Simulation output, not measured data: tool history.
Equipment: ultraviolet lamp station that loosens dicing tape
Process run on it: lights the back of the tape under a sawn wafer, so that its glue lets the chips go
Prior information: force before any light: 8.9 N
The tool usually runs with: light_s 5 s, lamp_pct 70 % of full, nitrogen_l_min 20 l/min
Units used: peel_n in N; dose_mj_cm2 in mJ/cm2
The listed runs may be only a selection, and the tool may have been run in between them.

run	hour	light_s	lamp_pct	nitrogen_l_min	peel_n	dose_mj_cm2
1	0	5	70	20	0.557	198
2	21.4	5	70	20	0.586	196
3	42	5	70	20	0.587	195
4	59.4	5	70	20	0.585	197
5	74.4	5	70	20	0.585	193
6	88.9	2	70	20	2.592	80
# hour 100.8: window cleaned of glue's vapour
7	105.4	2	70	20	2.665	79
8	119.8	2	71	20	2.629	78
9	135.7	5	70	13	0.804	192
10	150.6	5	70	20	0.578	193
11	164.4	5	70	7	1.306	193
12	180.7	5	70	7	1.302	199
13	192.3	10	70	7	0.357	387
14	213.7	9	65	14	0.303	328

Run 15 is up next; what results do you expect?
15	222.9	2	68	20	?	?

peel_n: 2.769 N
dose_mj_cm2: 74 mJ/cm2
Had the tool carried no hidden state, the very same run would have given peel_n 2.767 N, dose_mj_cm2 74 mJ/cm2.
